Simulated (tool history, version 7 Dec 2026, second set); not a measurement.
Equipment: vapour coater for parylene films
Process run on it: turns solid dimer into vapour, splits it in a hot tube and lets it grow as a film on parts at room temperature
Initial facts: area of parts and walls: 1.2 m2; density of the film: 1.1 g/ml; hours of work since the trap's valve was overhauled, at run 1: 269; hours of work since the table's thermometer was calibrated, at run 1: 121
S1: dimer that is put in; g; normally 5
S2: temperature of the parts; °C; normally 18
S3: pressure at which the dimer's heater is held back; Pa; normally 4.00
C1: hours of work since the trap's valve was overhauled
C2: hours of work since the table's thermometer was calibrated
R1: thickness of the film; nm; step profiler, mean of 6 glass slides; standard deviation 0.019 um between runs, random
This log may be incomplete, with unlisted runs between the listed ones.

| run | hour | S1 | S2 | S3 | C1 | C2 | R1 |
|---|---|---|---|---|---|---|---|
| 1 | 0.0 | 5 | 18 | 4.00 | 269 | 121 | 1690 |
| 2 | 17.5 | 5 | 18 | 4.00 | 282 | 134 | 1690 |
| 3 | 52.4 | 5 | 18 | 4.00 | 309 | 160 | 1640 |
|  | 76.4 | trap's valve overhauled |
| 4 | 85.0 | 5 | 18 | 4.00 | 6 | 182 | 1810 |
| 5 | 118.4 | 5 | 18 | 4.00 | 31 | 207 | 1790 |
| 6 | 145.5 | 5 | 21 | 4.00 | 52 | 227 | 1570 |
| 7 | 181.7 | 5 | 21 | 4.00 | 79 | 254 | 1570 |
| 8 | 211.1 | 5 | 21 | 4.00 | 101 | 276 | 1550 |
| 9 | 231.2 | 5 | 18 | 8.52 | 116 | 291 | 1700 |
| 10 | 252.7 | 3 | 13 | 7.31 | 132 | 307 | 1280 |
| 11 | 269.2 | 3 | 13 | 7.31 | 144 | 320 | 1250 |
| 12 | 294.8 | 2 | 11 | 3.97 | 163 | 339 | 970 |
| 13 | 319.3 | 2 | 11 | 3.97 | 182 | 357 | 950 |

Some steps in R1 between neighbouring runs. How much of each would the tool show without its hidden state too (settings, what came in, random variation), and how much is left for the hidden state, with any gauge scatter that isn't in both results?
Hidden state at play: vapour lost through the trap's worn valve, %; true temperature of the parts over the reading, C; drift of the gauge itself on film_um, %.
Run 3 -> 4: trap's valve overhauled. R1 +170 nm: hidden state +130, all else +40.
Run 9 -> 10: S1 5 -> 3, S2 18 -> 13, S3 8.52 -> 7.31. R1 -420 nm: hidden state +10, all else -430.

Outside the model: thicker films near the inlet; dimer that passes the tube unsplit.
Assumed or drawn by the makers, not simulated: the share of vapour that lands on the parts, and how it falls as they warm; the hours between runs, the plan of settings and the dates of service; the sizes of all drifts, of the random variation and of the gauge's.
